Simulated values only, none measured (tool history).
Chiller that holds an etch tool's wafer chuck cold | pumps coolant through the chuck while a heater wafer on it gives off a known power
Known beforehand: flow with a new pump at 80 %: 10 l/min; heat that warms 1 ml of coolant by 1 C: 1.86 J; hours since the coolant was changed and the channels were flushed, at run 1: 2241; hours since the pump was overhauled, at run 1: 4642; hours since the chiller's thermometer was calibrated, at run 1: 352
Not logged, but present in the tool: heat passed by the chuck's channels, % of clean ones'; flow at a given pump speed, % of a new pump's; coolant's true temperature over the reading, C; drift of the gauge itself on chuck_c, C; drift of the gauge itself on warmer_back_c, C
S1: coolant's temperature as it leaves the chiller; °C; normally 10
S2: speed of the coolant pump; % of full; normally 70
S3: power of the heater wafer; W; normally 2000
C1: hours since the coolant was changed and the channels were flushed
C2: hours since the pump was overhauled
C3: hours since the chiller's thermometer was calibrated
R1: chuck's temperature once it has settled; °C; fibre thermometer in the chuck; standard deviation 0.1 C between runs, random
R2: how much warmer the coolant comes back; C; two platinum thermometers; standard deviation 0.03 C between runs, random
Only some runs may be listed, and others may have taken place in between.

run 1 hour=0.0 | S1=10 S2=70 S3=2000 | C1=2241 C2=4642 C3=352 | R1=28.9 R2=7.69
run 2 hour=78.1 | S1=0 S2=70 S3=2000 | C1=2319 C2=4720 C3=430 | R1=19.0 R2=7.75
run 3 hour=248.1 | S1=10 S2=70 S3=2000 | C1=2489 C2=4890 C3=600 | R1=29.1 R2=7.74
run 4 hour=369.5 | S1=10 S2=79 S3=2000 | C1=2611 C2=5011 C3=721 | R1=27.5 R2=6.86
run 5 hour=469.4 | S1=10 S2=89 S3=2000 | C1=2711 C2=5111 C3=821 | R1=26.7 R2=6.12
run 6 hour=565.2 | S1=10 S2=89 S3=2000 | C1=2806 C2=5207 C3=917 | R1=26.6 R2=6.11
run 7 hour=687.7 | S1=10 S2=94 S3=2000 | C1=2929 C2=5330 C3=1039 | R1=26.4 R2=5.77
run 8 hour=774.0 | S1=10 S2=94 S3=2074 | C1=3015 C2=5416 C3=1126 | R1=27.0 R2=5.99
run 9 hour=869.7 | S1=10 S2=94 S3=2074 | C1=3111 C2=5512 C3=1221 | R1=27.0 R2=6.02
run 10 hour=1028.5 | S1=10 S2=94 S3=2074 | C1=3270 C2=5670 C3=1380 | R1=27.1 R2=6.01
run 11 hour=1209.7 | S1=10 S2=94 S3=2074 | C1=3451 C2=5852 C3=1561 | R1=27.3 R2=6.04
run 12 hour=1309.6 | S1=10 S2=94 S3=2074 | C1=3551 C2=5952 C3=1661 | R1=27.3 R2=6.06
run 13 hour=1429.4 | S1=10 S2=94 S3=2074 | C1=3671 C2=6071 C3=1781 | R1=27.5 R2=6.09
run 14 hour=1516.6 | S1=8 S2=94 S3=2074 | C1=3758 C2=6158 C3=1868 | R1=25.6 R2=6.02
run 15 hour=1646.7 | S1=8 S2=94 S3=2074 | C1=3888 C2=6289 C3=1998 | R1=25.5 R2=6.09
run 16 hour=1736.5 | S1=8 S2=94 S3=2074 | C1=3978 C2=6378 C3=2088 | R1=25.6 R2=6.12
run 17 hour=1902.6 | S1=8 S2=94 S3=2240 | C1=4144 C2=6544 C3=2254 | R1=27.0 R2=6.62
run 18 hour=2022.7 | S1=20 S2=87 S3=1696 | C1=4264 C2=6665 C3=2374 | R1=35.3 R2=5.41
-- hour=2056.3 coolant pump overhauled
run 19 hour=2207.6 | S1=0 S2=96 S3=1975 | C1=4444 C2=151 C3=2554 | R1=16.2 R2=5.31
-- hour=2240.1 coolant changed, channels flushed
run 20 hour=2305.6 | S1=6 S2=79 S3=1169 | C1=66 C2=243 C3=2646 | R1=15.8 R2=3.83
run 21 hour=2488.4 | S1=10 S2=70 S3=1120 | C1=248 C2=426 C3=2829 | R1=20.4 R2=4.15
run 22 hour=2591.1 | S1=10 S2=98 S3=1769 | C1=351 C2=529 C3=2932 | R1=23.4 R2=4.67

Branching from run 22: 5 alternative next runs. What would each branch give?
run A hour=2745.2 | S1=2 S2=70 S3=2683 | C1=505 C2=683 C3=3086 | R1=? R2=?
run B hour=2745.2 | S1=10 S2=64 S3=2000 | C1=505 C2=683 C3=3086 | R1=? R2=?
run C hour=2745.2 | S1=10 S2=70 S3=2676 | C1=505 C2=683 C3=3086 | R1=? R2=?
run D hour=2745.2 | S1=10 S2=87 S3=1073 | C1=505 C2=683 C3=3086 | R1=? R2=?
run E hour=2745.2 | S1=10 S2=98 S3=1035 | C1=505 C2=683 C3=3086 | R1=? R2=?

run=A R1=26.4 R2=9.98
run=B R1=29.3 R2=8.14
run=C R1=34.2 R2=9.92
run=D R1=18.8 R2=3.23
run=E R1=18.0 R2=2.71
With the hidden condition removed and each run's random variation left untouched, the same runs would have given:
run=A R1=25.5 R2=9.90
run=B R1=28.5 R2=8.08
run=C R1=33.3 R2=9.84
run=D R1=18.2 R2=3.20
run=E R1=17.4 R2=2.69
